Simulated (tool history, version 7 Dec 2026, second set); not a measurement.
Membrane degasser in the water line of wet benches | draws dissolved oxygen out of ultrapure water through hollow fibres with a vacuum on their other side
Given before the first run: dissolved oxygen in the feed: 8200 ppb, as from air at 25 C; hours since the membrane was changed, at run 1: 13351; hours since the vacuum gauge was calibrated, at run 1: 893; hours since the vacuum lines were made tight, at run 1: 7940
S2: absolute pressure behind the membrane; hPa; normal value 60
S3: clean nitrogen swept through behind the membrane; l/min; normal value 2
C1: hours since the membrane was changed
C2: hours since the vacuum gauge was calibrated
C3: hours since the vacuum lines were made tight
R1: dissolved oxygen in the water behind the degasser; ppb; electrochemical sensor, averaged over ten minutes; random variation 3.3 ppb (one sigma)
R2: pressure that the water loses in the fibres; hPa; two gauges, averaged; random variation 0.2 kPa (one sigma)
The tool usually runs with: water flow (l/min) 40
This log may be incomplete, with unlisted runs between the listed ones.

run 1 hour=0 | water_flow_(l/min)=40 S2=60 S3=2 | C1=13351 C2=893 C3=7940 | R1=327.8 R2=454.5
run 2 hour=224.3 | water_flow_(l/min)=40 S2=60 S3=2 | C1=13575 C2=1117 C3=8164 | R1=329.8 R2=456.9
run 3 hour=524.3 | water_flow_(l/min)=40 S2=60 S3=2 | C1=13875 C2=1417 C3=8464 | R1=332.1 R2=459.7
run 4 hour=851.8 | water_flow_(l/min)=40 S2=60 S3=2 | C1=14202 C2=1745 C3=8791 | R1=337.1 R2=455.5
run 5 hour=1131.6 | water_flow_(l/min)=40 S2=60 S3=2 | C1=14482 C2=2024 C3=9071 | R1=323.8 R2=458
run 6 hour=1405.8 | water_flow_(l/min)=40 S2=60 S3=2 | C1=14756 C2=2299 C3=9345 | R1=328.8 R2=454.8
run 7 hour=1634.2 | water_flow_(l/min)=40 S2=60 S3=2 | C1=14985 C2=2527 C3=9574 | R1=335.4 R2=454.1
run 8 hour=1968.2 | water_flow_(l/min)=40 S2=60 S3=2 | C1=15319 C2=2861 C3=9908 | R1=328.1 R2=453.9
run 9 hour=2314.7 | water_flow_(l/min)=40 S2=60 S3=2.13 | C1=15665 C2=3208 C3=10254 | R1=320 R2=453
run 10 hour=2495.4 | water_flow_(l/min)=40 S2=60 S3=2.13 | C1=15846 C2=3388 C3=10435 | R1=323.8 R2=454.5
run 11 hour=2703.8 | water_flow_(l/min)=40 S2=36.2 S3=2 | C1=16054 C2=3597 C3=10643 | R1=229 R2=448.8
run 12 hour=2858.4 | water_flow_(l/min)=40 S2=60 S3=2 | C1=16209 C2=3751 C3=10798 | R1=327.1 R2=449.1
run 13 hour=3125.4 | water_flow_(l/min)=40 S2=60 S3=2 | C1=16476 C2=4018 C3=11065 | R1=323.9 R2=451.4
-- hour=3258.3 seals of the vacuum lines changed
run 14 hour=3354.3 | water_flow_(l/min)=40 S2=60 S3=2 | C1=16703 C2=4245 C3=96 | R1=327.1 R2=447
run 15 hour=3531 | water_flow_(l/min)=40 S2=60 S3=2 | C1=16880 C2=4422 C3=273 | R1=334.2 R2=450.3
-- hour=3684.9 membrane cartridge changed
run 16 hour=3744.8 | water_flow_(l/min)=25 S2=36.2 S3=1.49 | C1=60 C2=4632 C3=482 | R1=111 R2=281.9
run 17 hour=4076.5 | water_flow_(l/min)=25 S2=36.2 S3=1.49 | C1=392 C2=4963 C3=814 | R1=110.2 R2=276.4
run 18 hour=4312.2 | water_flow_(l/min)=26 S2=60 S3=2 | C1=627 C2=5199 C3=1050 | R1=183.3 R2=291.7
run 19 hour=4557.1 | water_flow_(l/min)=26 S2=78.2 S3=0.94 | C1=872 C2=5444 C3=1295 | R1=356.5 R2=289.1
-- hour=4756.5 vacuum gauge calibrated
run 20 hour=4820 | water_flow_(l/min)=26 S2=78.2 S3=0.94 | C1=1135 C2=63 C3=1557 | R1=363.5 R2=289.3
-- hour=5019.8 gauge calibrated
run 21 hour=5177.2 | water_flow_(l/min)=33 S2=78.4 S3=2 | C1=1492 C2=421 C3=1914 | R1=314 R2=378.7
run 22 hour=5540.3 | water_flow_(l/min)=47 S2=36.7 S3=1.66 | C1=1855 C2=784 C3=2278 | R1=294 R2=538.2
run 23 hour=5827.6 | water_flow_(l/min)=47 S2=36.7 S3=1.66 | C1=2142 C2=1071 C3=2565 | R1=294.6 R2=534.4
run 24 hour=6131.9 | water_flow_(l/min)=47 S2=36.7 S3=1.66 | C1=2447 C2=1375 C3=2869 | R1=295.3 R2=539.4
run 25 hour=6443 | water_flow_(l/min)=29 S2=94.9 S3=1.9 | C1=2758 C2=1686 C3=3180 | R1=333.6 R2=330.2
run 26 hour=6796.3 | water_flow_(l/min)=26 S2=61.7 S3=0.85 | C1=3111 C2=2040 C3=3534 | R1=294.5 R2=294.5
run 27 hour=7151.1 | water_flow_(l/min)=26 S2=61.7 S3=0.85 | C1=3466 C2=2395 C3=3888 | R1=284 R2=295.9
run 28 hour=7401.5 | water_flow_(l/min)=31 S2=125 S3=1.77 | C1=3716 C2=2645 C3=4139 | R1=488.5 R2=351.1
run 29 hour=7664.7 | water_flow_(l/min)=50 S2=60 S3=2.57 | C1=3979 C2=2908 C3=4402 | R1=401 R2=564.9
run 30 hour=7824.8 | water_flow_(l/min)=34 S2=127.9 S3=5.08 | C1=4139 C2=3068 C3=4562 | R1=313.2 R2=380.5

4 options for the next run, each taken on its own from the tool as it stands now. Forecast them:
run A hour=8113.7 | water_flow_(l/min)=64 S2=38.2 S3=5.08 | C1=4428 C2=3357 C3=4851 | R1=? R2=?
run B hour=8113.7 | water_flow_(l/min)=64 S2=47.9 S3=1.91 | C1=4428 C2=3357 C3=4851 | R1=? R2=?
run C hour=8113.7 | water_flow_(l/min)=35 S2=66.4 S3=4.16 | C1=4428 C2=3357 C3=4851 | R1=? R2=?
run D hour=8113.7 | water_flow_(l/min)=57 S2=61.1 S3=0.84 | C1=4428 C2=3357 C3=4851 | R1=? R2=?

run=A R1=422 R2=721.6
run=B R1=502.7 R2=718.5
run=C R1=241.4 R2=395.1
run=D R1=660.2 R2=645.7
What these runs would have given with no unlogged condition in the tool:
run=A R1=421.3 R2=733.9
run=B R1=501.9 R2=730.6
run=C R1=241 R2=401.7
run=D R1=659.4 R2=656.5
